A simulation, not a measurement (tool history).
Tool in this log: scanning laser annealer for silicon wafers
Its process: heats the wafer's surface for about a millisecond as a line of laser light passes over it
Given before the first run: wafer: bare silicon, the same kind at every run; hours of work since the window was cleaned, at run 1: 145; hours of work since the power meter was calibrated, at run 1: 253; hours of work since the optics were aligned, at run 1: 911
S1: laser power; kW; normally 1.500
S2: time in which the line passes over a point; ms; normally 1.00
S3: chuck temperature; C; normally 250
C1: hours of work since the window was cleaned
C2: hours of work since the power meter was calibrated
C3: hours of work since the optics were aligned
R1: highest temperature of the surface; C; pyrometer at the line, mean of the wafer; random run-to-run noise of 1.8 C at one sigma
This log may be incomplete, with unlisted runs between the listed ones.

run	hour	S1	S2	S3	C1	C2	C3	R1
1	0.0	1.500	1.00	250	145	253	911	971
2	8.4	1.500	1.00	250	151	259	917	972
3	13.6	1.500	1.00	250	155	263	921	973
4	23.2	1.500	1.00	250	162	270	928	971
5	28.6	1.535	1.00	250	166	274	932	990
6	33.7	1.500	1.00	274	170	278	936	996
7	43.3	1.500	1.00	274	177	285	943	995
8	50.7	1.500	0.83	250	182	291	949	901
9	60.3	1.500	1.23	250	189	298	956	1053
10	69.7	1.500	0.74	250	197	305	963	860
11	75.0	1.500	0.74	272	200	309	967	882
12	79.6	1.500	1.00	250	204	312	970	967
13	86.8	1.500	1.00	250	209	318	975	966
14	96.0	1.500	1.00	250	216	325	982	965
15	101.5	1.500	1.00	250	220	329	986	966
16	105.7	1.500	1.00	250	223	332	990	964
17	111.2	1.500	1.00	250	227	336	994	963
18	118.2	1.500	1.00	250	233	341	999	963
19	124.2	1.500	1.00	250	237	346	1003	960
# hour 128.1: laser's power meter calibrated
20	137.1	1.500	0.74	250	245	7	1011	855
21	143.1	1.500	0.74	250	249	11	1015	852
22	152.9	1.500	1.00	250	256	18	1022	959
# hour 163.2: laser's power meter calibrated, once more
23	164.3	1.500	1.18	280	263	1	1029	1055
24	170.9	1.382	1.08	271	267	6	1034	939
25	178.0	1.458	0.72	237	273	11	1039	812
26	185.2	1.458	0.72	237	278	16	1044	812
27	194.7	1.358	0.72	218	285	23	1051	742
28	204.8	1.496	1.13	282	293	31	1059	1037
29	210.9	1.538	0.70	216	297	36	1064	813
30	216.3	1.392	1.07	241	301	40	1067	908
31	226.2	1.517	0.91	250	309	47	1075	929
32	230.5	1.517	0.91	250	312	50	1078	930
33	239.6	1.517	1.12	243	319	57	1085	1003
34	248.7	1.388	0.81	250	325	64	1092	823
35	257.3	1.388	0.81	250	332	70	1098	821
# hour 260.9: window over the wafer cleaned
36	264.3	1.388	0.81	250	3	74	1102	852
37	271.7	1.585	0.85	250	8	79	1107	976
38	277.5	1.585	0.85	250	12	84	1112	973
39	281.7	1.585	0.85	250	16	87	1115	972
40	289.9	1.585	0.85	250	22	93	1121	970

Below, some changes in R1 between adjacent runs. For each, the amount present without the hidden state too (settings, incoming material, random variation) and the amount remaining for the hidden state with gauge scatter not shared by both compared results:
What the log doesn't record here: light that passes the window, % of a clean one's; laser's true power over the reading, %; width of the line over the set one, %; drift of the gauge itself on peak_c, C.
Run 9 -> 10: S2 1.23 -> 0.74. R1 -193 C: hidden state +9, all else -202.
Run 27 -> 28: S1 1.358 -> 1.496, S2 0.72 -> 1.13, S3 218 -> 282. R1 +295 C: hidden state -16, all else +311.
Run 28 -> 29: S1 1.496 -> 1.538, S2 1.13 -> 0.70, S3 282 -> 216. R1 -224 C: hidden state +10, all else -234.
Run 33 -> 34: S1 1.517 -> 1.388, S2 1.12 -> 0.81, S3 243 -> 250. R1 -180 C: hidden state +12, all else -192.
Run 35 -> 36: window over the wafer cleaned. R1 +31 C: hidden state +31, all else +0.
